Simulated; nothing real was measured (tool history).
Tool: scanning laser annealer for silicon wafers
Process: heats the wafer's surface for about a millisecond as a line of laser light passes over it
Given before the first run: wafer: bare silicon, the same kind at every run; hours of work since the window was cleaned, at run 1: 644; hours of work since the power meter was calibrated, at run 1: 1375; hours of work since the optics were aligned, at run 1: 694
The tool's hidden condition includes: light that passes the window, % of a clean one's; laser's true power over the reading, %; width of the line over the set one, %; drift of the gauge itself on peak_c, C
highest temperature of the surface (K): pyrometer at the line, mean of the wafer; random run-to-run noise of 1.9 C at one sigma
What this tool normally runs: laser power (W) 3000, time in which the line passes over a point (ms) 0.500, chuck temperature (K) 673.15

run,hour,laser power (W),time in which the line passes over a point (ms),chuck temperature (K),hours of work since the window was cleaned,hours of work since the power meter was calibrated,hours of work since the optics were aligned,highest temperature of the surface (K)
1,0.0,3000,0.500,673.15,644,1375,694,1486.15
2,44.1,3000,0.500,659.15,670,1400,720,1469.15
3,84.0,3000,0.500,673.15,692,1423,742,1482.15
4,117.8,3000,0.500,673.15,712,1442,762,1484.15
5,160.0,3000,0.500,649.15,736,1466,786,1458.15
6,206.0,3000,0.500,649.15,762,1493,812,1457.15
7,272.5,3000,0.500,673.15,800,1531,850,1478.15
8,322.6,3000,0.500,673.15,829,1559,879,1477.15
# hour 330.6: window over the wafer cleaned
9,380.3,3000,0.386,673.15,28,1591,911,1404.15
10,416.4,3000,0.500,638.15,49,1612,931,1466.15
11,443.7,3000,0.500,638.15,65,1627,947,1464.15
12,495.7,3000,0.500,673.15,94,1657,977,1497.15
13,548.7,3000,0.500,673.15,125,1688,1007,1497.15
14,592.5,3000,0.371,638.15,150,1713,1032,1352.15
15,652.5,2928,0.353,691.15,184,1747,1066,1372.15
16,689.4,2928,0.353,691.15,205,1768,1087,1372.15
17,747.0,2938,0.353,671.15,238,1801,1120,1352.15
18,809.8,2938,0.353,671.15,274,1837,1156,1351.15
19,842.0,3249,0.533,670.15,293,1855,1175,1576.15
# hour 860.1: optics aligned, line set to its width
20,898.7,3249,0.533,670.15,322,1885,22,1587.15
21,951.3,3249,0.533,670.15,352,1915,52,1587.15
22,1001.8,3000,0.402,680.15,381,1944,81,1422.15
23,1032.1,3029,0.418,666.15,398,1961,98,1431.15

Forecast each of these 4 alternatives for the next run:
A,1064.2,3133,0.515,691.15,417,1979,117,?
B,1064.2,3029,0.383,666.15,417,1979,117,?
C,1064.2,3029,0.422,662.15,417,1979,117,?
D,1064.2,3029,0.534,665.15,417,1979,117,?

run,highest temperature of the surface (K)
A,1558.15
B,1396.15
C,1425.15
D,1523.15
The same runs, with their run-to-run variation unchanged, on a tool lacking any hidden condition would have given:
run,highest temperature of the surface (K)
A,1573.15
B,1408.15
C,1437.15
D,1537.15
